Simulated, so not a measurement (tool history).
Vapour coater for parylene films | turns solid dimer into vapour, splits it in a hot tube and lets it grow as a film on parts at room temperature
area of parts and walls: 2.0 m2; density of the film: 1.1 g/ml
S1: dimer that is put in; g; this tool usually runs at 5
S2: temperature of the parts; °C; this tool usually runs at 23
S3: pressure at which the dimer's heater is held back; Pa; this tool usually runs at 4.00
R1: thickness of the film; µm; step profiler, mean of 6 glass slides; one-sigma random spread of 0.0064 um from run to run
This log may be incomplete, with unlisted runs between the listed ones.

run 1 hour=0.0 | S1=5 S2=23 S3=4.00 | R1=1.610
run 2 hour=17.8 | S1=5 S2=23 S3=4.00 | R1=1.621
run 3 hour=33.7 | S1=5 S2=23 S3=4.00 | R1=1.608
run 4 hour=51.5 | S1=5 S2=23 S3=4.34 | R1=1.603
run 5 hour=66.8 | S1=4 S2=23 S3=4.34 | R1=1.277
run 6 hour=79.5 | S1=4 S2=23 S3=4.34 | R1=1.278
run 7 hour=95.6 | S1=4 S2=23 S3=4.34 | R1=1.281
run 8 hour=107.8 | S1=5 S2=21 S3=4.00 | R1=1.700
run 9 hour=115.8 | S1=5 S2=21 S3=4.00 | R1=1.686
run 10 hour=131.1 | S1=5 S2=23 S3=4.00 | R1=1.619
run 11 hour=143.8 | S1=7 S2=23 S3=4.00 | R1=2.254
run 12 hour=156.1 | S1=7 S2=22 S3=4.00 | R1=2.316
run 13 hour=171.2 | S1=7 S2=22 S3=4.00 | R1=2.305
run 14 hour=185.3 | S1=8 S2=33 S3=4.00 | R1=2.007
run 15 hour=202.9 | S1=8 S2=31 S3=4.91 | R1=2.038
run 16 hour=210.9 | S1=8 S2=31 S3=4.91 | R1=2.057
run 17 hour=221.7 | S1=8 S2=31 S3=4.91 | R1=2.061
run 18 hour=232.4 | S1=8 S2=31 S3=4.91 | R1=2.064
run 19 hour=243.1 | S1=8 S2=18 S3=4.91 | R1=2.815
run 20 hour=253.1 | S1=8 S2=18 S3=4.91 | R1=2.821
run 21 hour=263.3 | S1=8 S2=21 S3=2.09 | R1=2.910
run 22 hour=273.7 | S1=8 S2=20 S3=5.13 | R1=2.663
run 23 hour=283.5 | S1=8 S2=20 S3=5.13 | R1=2.667

Each row is a separate what-if for the run after 23, all from the same tool condition, not one after another. Results?
run A hour=299.5 | S1=2 S2=20 S3=5.13 | R1=?
run B hour=299.5 | S1=3 S2=30 S3=3.67 | R1=?
run C hour=299.5 | S1=5 S2=18 S3=9.58 | R1=?

run=A R1=0.668
run=B R1=0.812
run=C R1=1.615
With no hidden state in the tool, these same runs would have given:
run=A R1=0.716
run=B R1=0.871
run=C R1=1.731
